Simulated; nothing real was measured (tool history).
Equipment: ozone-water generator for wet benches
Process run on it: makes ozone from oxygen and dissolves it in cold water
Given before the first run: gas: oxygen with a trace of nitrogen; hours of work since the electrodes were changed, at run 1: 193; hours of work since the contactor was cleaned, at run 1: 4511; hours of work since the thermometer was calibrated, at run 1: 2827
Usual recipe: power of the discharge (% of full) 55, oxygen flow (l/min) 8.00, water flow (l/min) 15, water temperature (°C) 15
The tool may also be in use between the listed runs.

run,hour,power of the discharge (% of full),oxygen flow (l/min),water flow (l/min),water temperature (°C),hours of work since the electrodes were changed,hours of work since the contactor was cleaned,hours of work since the thermometer was calibrated,dissolved ozone (ppm),ozone in the gas ahead of the water (g/m3)
1,0.0,55,8.00,15,15,193,4511,2827,31.3,181.9
2,19.8,55,8.00,15,15,211,4529,2846,31.1,181.6
3,41.6,55,8.00,15,15,231,4549,2866,31.1,181.7
4,69.4,55,8.00,15,15,257,4575,2891,31.3,182.8
5,104.5,55,8.00,15,15,289,4607,2923,30.9,182.3
6,119.9,55,8.00,15,15,304,4622,2938,30.9,181.6
7,156.0,55,8.00,15,15,337,4655,2971,31.2,179.7
8,189.5,55,8.00,15,20,368,4686,3002,28.0,180.9
9,224.1,55,8.00,15,20,399,4717,3034,27.8,180.3
10,257.8,55,8.00,11,20,431,4749,3065,33.3,180.6
11,279.9,55,8.00,11,20,451,4769,3085,33.0,181.3
12,298.3,55,13.80,15,15,468,4786,3102,28.5,138.2
13,331.0,55,13.80,15,15,498,4816,3132,28.4,138.0
14,365.9,65,8.00,15,15,530,4848,3164,35.4,207.2
15,401.6,55,8.00,15,21,563,4881,3197,27.2,180.3
16,437.8,55,6.23,21,15,596,4914,3230,23.4,204.5
17,456.3,57,7.34,21,15,613,4931,3247,24.7,193.5
18,483.5,55,6.78,15,20,638,4956,3273,28.4,194.7
19,507.4,92,12.94,23,8,660,4978,3295,36.4,213.2
20,541.6,92,12.94,23,8,692,5010,3326,36.3,214.0
21,560.9,73,12.94,19,8,710,5028,3344,35.0,175.6
22,588.5,49,11.17,15,15,735,5053,3369,26.9,140.3
23,620.5,55,8.00,15,17,765,5083,3399,29.6,181.4
24,646.4,49,8.00,22,17,788,5106,3423,20.2,164.7
25,675.0,42,9.28,9,11,815,5133,3449,35.4,135.2
26,709.3,42,9.28,9,11,846,5164,3481,34.8,135.3
27,740.8,56,7.09,17,7,875,5193,3510,32.1,195.1
28,764.5,60,14.20,9,19,897,5215,3531,33.8,144.2
29,800.9,60,9.15,9,17,931,5249,3565,40.5,178.7

4 options for the next run, each taken on its own from the tool as it stands now. Forecast them:
A,835.8,55,11.42,15,15,963,5281,3597,?,?
B,835.8,59,4.61,9,10,963,5281,3597,?,?
C,835.8,78,8.00,11,15,963,5281,3597,?,?
D,835.8,68,9.15,9,8,963,5281,3597,?,?

run,dissolved ozone (ppm),ozone in the gas ahead of the water (g/m3)
A,29.0,151.8
B,51.3,249.5
C,47.9,236.0
D,54.9,200.0
With the hidden condition removed and each run's random variation left untouched, the same runs would have given:
run,dissolved ozone (ppm),ozone in the gas ahead of the water (g/m3)
A,30.4,154.8
B,53.2,254.8
C,50.1,242.2
D,57.1,204.7
